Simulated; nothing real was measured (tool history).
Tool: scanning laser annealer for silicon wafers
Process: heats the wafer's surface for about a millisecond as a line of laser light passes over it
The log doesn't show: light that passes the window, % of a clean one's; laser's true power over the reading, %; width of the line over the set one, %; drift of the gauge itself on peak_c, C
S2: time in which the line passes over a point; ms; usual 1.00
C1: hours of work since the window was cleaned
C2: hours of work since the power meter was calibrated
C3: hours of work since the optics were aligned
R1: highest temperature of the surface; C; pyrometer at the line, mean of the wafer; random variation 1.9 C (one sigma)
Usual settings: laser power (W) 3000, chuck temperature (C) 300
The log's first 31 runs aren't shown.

Run 32, hour 222.1: usual settings but laser power (W) 2934, chuck temperature (C) 273; C1 560; C2 202; C3 1464. Result: R1 1085 C.
Run 33, hour 228.1: usual settings but laser power (W) 2934, S2 0.77 ms, chuck temperature (C) 273; C1 563; C2 205; C3 1467. Result: R1 986 C.
Run 34, hour 232.9: usual settings but laser power (W) 2574; C1 566; C2 208; C3 1470. Result: R1 1022 C.
Run 35, hour 238.2: usual settings but laser power (W) 2901, S2 0.92 ms, chuck temperature (C) 330; C1 569; C2 211; C3 1473. Result: R1 1101 C.
Run 36, hour 242.7: usual settings but laser power (W) 2899, S2 0.88 ms, chuck temperature (C) 274; C1 571; C2 214; C3 1476. Result: R1 1029 C.
Run 37, hour 247.4: usual settings but laser power (W) 3247, S2 1.08 ms, chuck temperature (C) 274; C1 574; C2 216; C3 1478. Result: R1 1209 C.
Run 38, hour 253.1: usual settings but laser power (W) 2752, S2 0.91 ms, chuck temperature (C) 274; C1 577; C2 220; C3 1482. Result: R1 1006 C.
Run 39, hour 258.7: usual settings but laser power (W) 3061, S2 1.19 ms, chuck temperature (C) 318; C1 580; C2 223; C3 1485. Result: R1 1246 C.
Run 40, hour 266.4: usual settings but S2 1.02 ms, chuck temperature (C) 316; C1 585; C2 227; C3 1489. Result: R1 1158 C.
Run 41, hour 275.0: usual settings but S2 1.25 ms, chuck temperature (C) 338; C1 589; C2 232; C3 1494. Result: R1 1269 C.

Forecast each of these 3 alternatives for the next run:
Run A, hour 279.9: usual settings but laser power (W) 2929, S2 0.82 ms, chuck temperature (C) 286; C1 592; C2 235; C3 1497. Result: R1 ?.
Run B, hour 279.9: usual settings but laser power (W) 2625, chuck temperature (C) 333; C1 592; C2 235; C3 1497. Result: R1 ?.
Run C, hour 279.9: usual settings but laser power (W) 2786, S2 0.77 ms; C1 592; C2 235; C3 1497. Result: R1 ?.

run    R1
  A  1024
  B  1069
  C   979
Without the tool's hidden state the same runs would have given:
run    R1
  A  1025
  B  1070
  C   980
